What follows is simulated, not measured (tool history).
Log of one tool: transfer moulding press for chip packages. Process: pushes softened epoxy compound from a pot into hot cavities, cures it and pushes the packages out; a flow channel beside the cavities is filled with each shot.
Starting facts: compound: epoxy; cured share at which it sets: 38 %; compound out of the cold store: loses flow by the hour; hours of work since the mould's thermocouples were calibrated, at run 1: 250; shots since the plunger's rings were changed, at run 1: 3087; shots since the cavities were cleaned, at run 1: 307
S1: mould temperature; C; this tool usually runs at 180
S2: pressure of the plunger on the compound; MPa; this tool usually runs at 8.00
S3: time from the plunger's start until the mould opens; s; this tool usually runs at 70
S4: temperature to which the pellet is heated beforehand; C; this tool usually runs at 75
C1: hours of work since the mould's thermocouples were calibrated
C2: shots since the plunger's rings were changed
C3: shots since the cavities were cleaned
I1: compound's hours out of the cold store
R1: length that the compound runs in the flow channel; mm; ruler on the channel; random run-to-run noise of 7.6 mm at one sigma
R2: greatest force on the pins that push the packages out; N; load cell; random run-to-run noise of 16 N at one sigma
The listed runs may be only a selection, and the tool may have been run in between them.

run   hour   S1    S2   S3  S4   C1    C2   C3    I1    R1    R2
  1    0.0  180  8.00   70  75  250  3087  307  31.9   873   767
  2    9.0  180  6.54   70  75  256  3250  470  37.9   783   762
  3   19.5  180  6.54   70  75  264  3440  660   8.2   847   842
  4   25.5  180  6.54   70  75  268  3550  770  31.9   798   774
      29.4  -- cavities cleaned with cleaning compound and waxed
  5   32.2  180  6.54   70  75  272  3644   51  37.7   780   755
  6   42.2  180  6.54   70  75  278  3825  232  38.2   786   763
  7   50.9  180  6.54   70  75  284  3982  389  28.1   796   789
  8   56.7  180  6.54   70  75  288  4087  494  20.0   825   808
  9   67.5  180  6.54   70  75  296  4283  690  42.5   774   757
      76.1  -- cavities cleaned with cleaning compound and waxed
 10   79.9  184  8.00   70  75  303  4481   69  31.5   862   566
 11   90.1  184  8.00   70  75  310  4665  253  10.4   905   563
 12   99.5  184  8.00   70  75  317  4837  425  44.8   831   550
 13  107.8  180  8.00   70  75  323  4987  575  22.8   897   788
 14  115.1  180  8.00   70  75  328  5120  708  44.6   861   770
     123.0  -- mould's thermocouples calibrated
     124.5  -- cavities cleaned with cleaning compound and waxed
 15  128.0  180  8.00   70  81    2  5290   64  36.2   874   743
 16  135.4  187  8.00   70  68    8  5423  197  45.1   822   452
 17  139.8  173  8.00  100  82   11  5503  277  41.7   892   496
 18  149.5  173  8.00  100  82   17  5679  453  31.0   907   475
 19  160.1  173  8.00  100  83   25  5872  646  46.2   883   479
     168.4  -- plunger's sealing rings changed
 20  171.7  180  8.73   77  75   31    61  811  14.4   958   590
     174.1  -- cavities cleaned with cleaning compound and waxed
 21  183.5  180  8.11   70  76   38   247  170  46.5   853   732
 22  193.3  179  7.04   57  81   45   426  349  38.7   825  1277
 23  200.2  179  7.56   80  75   50   550  473  29.6   871   557
 24  210.6  179  7.56   80  66   57   738  661  23.4   879   605
 25  216.5  180  8.00   64  75   61   845  768  35.5   890   965
     221.0  -- cavities cleaned with cleaning compound and waxed
 26  226.7  180  8.00   89  75   67  1003  102  14.8   907   410
 27  232.9  178  9.67   91  67   71  1116  215  12.6  1024   476
 28  241.0  180  8.45   70  84   77  1263  362  11.7   940   775

How the hidden state differs across the entries between the runs, from the last listed run before each to the first after it:
Runs 4 to 5: cavities cleaned with cleaning compound and waxed (hour 29.4)
  pressure that reaches the compound, % of what is set: 99.68 -> 99.67; grip of the stained cavities, % over clean ones': 1.2 -> 0.1
Runs 9 to 10: cavities cleaned with cleaning compound and waxed (hour 76.1)
  pressure that reaches the compound, % of what is set: 99.61 -> 99.59; grip of the stained cavities, % over clean ones': 1.1 -> 0.2
Runs 14 to 15: mould's thermocouples calibrated (hour 123.0); cavities cleaned with cleaning compound and waxed (hour 124.5)
  true mould temperature over the reading, C: 0.02 -> 0; pressure that reaches the compound, % of what is set: 99.53 -> 99.52; grip of the stained cavities, % over clean ones': 1.1 -> 0.3
Runs 19 to 20: plunger's sealing rings changed (hour 168.4)
  pressure that reaches the compound, % of what is set: 99.46 -> 99.99; grip of the stained cavities, % over clean ones': 1.1 -> 1.3
Runs 20 to 21: cavities cleaned with cleaning compound and waxed (hour 174.1)
  pressure that reaches the compound, % of what is set: 99.99 -> 99.97; grip of the stained cavities, % over clean ones': 1.3 -> 0.4
Runs 25 to 26: cavities cleaned with cleaning compound and waxed (hour 221.0)
  pressure that reaches the compound, % of what is set: 99.91 -> 99.9; grip of the stained cavities, % over clean ones': 1.2 -> 0.3

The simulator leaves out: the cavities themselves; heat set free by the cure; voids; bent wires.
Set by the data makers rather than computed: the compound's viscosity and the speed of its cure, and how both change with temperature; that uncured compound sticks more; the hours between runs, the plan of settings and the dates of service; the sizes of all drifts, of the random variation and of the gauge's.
